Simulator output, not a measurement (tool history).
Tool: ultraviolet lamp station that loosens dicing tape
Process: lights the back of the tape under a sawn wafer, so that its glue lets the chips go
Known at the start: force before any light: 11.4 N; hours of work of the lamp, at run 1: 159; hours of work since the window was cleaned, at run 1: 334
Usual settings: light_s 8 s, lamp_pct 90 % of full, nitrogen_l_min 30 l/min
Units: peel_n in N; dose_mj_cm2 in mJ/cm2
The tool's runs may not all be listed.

| run | hour | light_s | lamp_pct | nitrogen_l_min | hours of work of the lamp | hours of work since the window was cleaned | peel_n | dose_mj_cm2 |
|---|---|---|---|---|---|---|---|---|
| 1 | 0.0 | 8 | 90 | 30 | 159 | 334 | 1.283 | 295 |
| 2 | 12.6 | 8 | 90 | 14 | 165 | 340 | 1.873 | 297 |
| 3 | 27.6 | 8 | 90 | 14 | 172 | 348 | 1.903 | 289 |
| 4 | 45.9 | 8 | 90 | 14 | 182 | 357 | 1.931 | 290 |
| 5 | 60.1 | 8 | 90 | 14 | 189 | 364 | 1.916 | 285 |
| 6 | 78.2 | 8 | 90 | 14 | 198 | 373 | 1.947 | 286 |
| 7 | 92.7 | 8 | 90 | 30 | 205 | 380 | 1.308 | 290 |
|  | 95.6 | window cleaned of glue's vapour |
| 8 | 102.6 | 8 | 90 | 30 | 210 | 3 | 1.044 | 320 |
| 9 | 119.4 | 8 | 68 | 30 | 218 | 12 | 1.804 | 239 |
| 10 | 129.5 | 8 | 90 | 30 | 223 | 17 | 1.058 | 319 |
| 11 | 148.4 | 8 | 90 | 30 | 233 | 26 | 1.049 | 314 |
| 12 | 165.6 | 8 | 90 | 30 | 241 | 35 | 1.057 | 311 |
| 13 | 179.1 | 8 | 90 | 30 | 248 | 42 | 1.086 | 313 |
| 14 | 195.8 | 8 | 90 | 16 | 256 | 50 | 1.535 | 314 |
| 15 | 217.7 | 8 | 90 | 30 | 267 | 61 | 1.101 | 307 |
| 16 | 239.3 | 8 | 90 | 30 | 278 | 72 | 1.106 | 306 |
| 17 | 260.8 | 8 | 90 | 30 | 289 | 82 | 1.109 | 307 |
| 18 | 274.1 | 8 | 90 | 30 | 295 | 89 | 1.168 | 305 |
| 19 | 293.2 | 8 | 90 | 30 | 305 | 99 | 1.176 | 307 |
| 20 | 306.0 | 8 | 90 | 58 | 311 | 105 | 0.844 | 306 |
| 21 | 318.8 | 8 | 90 | 58 | 318 | 112 | 0.867 | 301 |
| 22 | 340.4 | 8 | 90 | 30 | 329 | 122 | 1.223 | 298 |
| 23 | 359.3 | 8 | 90 | 30 | 338 | 132 | 1.181 | 294 |
| 24 | 380.9 | 6 | 77 | 14 | 349 | 143 | 3.375 | 186 |
| 25 | 390.5 | 10 | 63 | 10 | 354 | 147 | 2.693 | 256 |
| 26 | 400.6 | 10 | 81 | 10 | 359 | 152 | 1.825 | 334 |
| 27 | 412.7 | 15 | 72 | 37 | 365 | 158 | 0.469 | 441 |
| 28 | 430.0 | 8 | 61 | 55 | 373 | 167 | 1.912 | 199 |
| 29 | 451.4 | 9 | 90 | 17 | 384 | 178 | 1.346 | 328 |
| 30 | 466.4 | 8 | 76 | 30 | 391 | 185 | 1.751 | 243 |
| 31 | 487.5 | 5 | 90 | 56 | 402 | 196 | 2.293 | 181 |
| 32 | 507.9 | 12 | 65 | 10 | 412 | 206 | 2.042 | 312 |
| 33 | 519.8 | 15 | 90 | 10 | 418 | 212 | 0.700 | 539 |
| 34 | 539.0 | 8 | 90 | 30 | 428 | 221 | 1.343 | 284 |
| 35 | 557.6 | 8 | 90 | 30 | 437 | 231 | 1.327 | 285 |
| 36 | 575.4 | 14 | 90 | 55 | 446 | 240 | 0.318 | 489 |
| 37 | 588.8 | 5 | 90 | 50 | 453 | 246 | 2.463 | 175 |
| 38 | 608.7 | 8 | 90 | 22 | 463 | 256 | 1.612 | 281 |
| 39 | 628.3 | 5 | 67 | 21 | 472 | 266 | 4.711 | 127 |
| 40 | 639.5 | 10 | 95 | 11 | 478 | 272 | 1.457 | 366 |
| 41 | 659.1 | 4 | 84 | 11 | 488 | 281 | 5.327 | 129 |
| 42 | 675.9 | 6 | 84 | 29 | 496 | 290 | 2.621 | 192 |
| 43 | 688.8 | 7 | 90 | 30 | 503 | 296 | 1.938 | 231 |
| 44 | 709.6 | 5 | 90 | 40 | 513 | 307 | 2.750 | 169 |

Hidden state at the last listed run before each entry between runs and at the first one after, where it differs:
Between runs 7 and 8: window cleaned of glue's vapour (hour 95.6)
  lamp's light, % of a new lamp's: 94.6 -> 94.5; light that the window lets through, % of a clean one's: 89.2 -> 99.6
  measured less the result without the state, peel_n: +0.389 -> +0.126 N; dose_mj_cm2: -53 -> -20 mJ/cm2

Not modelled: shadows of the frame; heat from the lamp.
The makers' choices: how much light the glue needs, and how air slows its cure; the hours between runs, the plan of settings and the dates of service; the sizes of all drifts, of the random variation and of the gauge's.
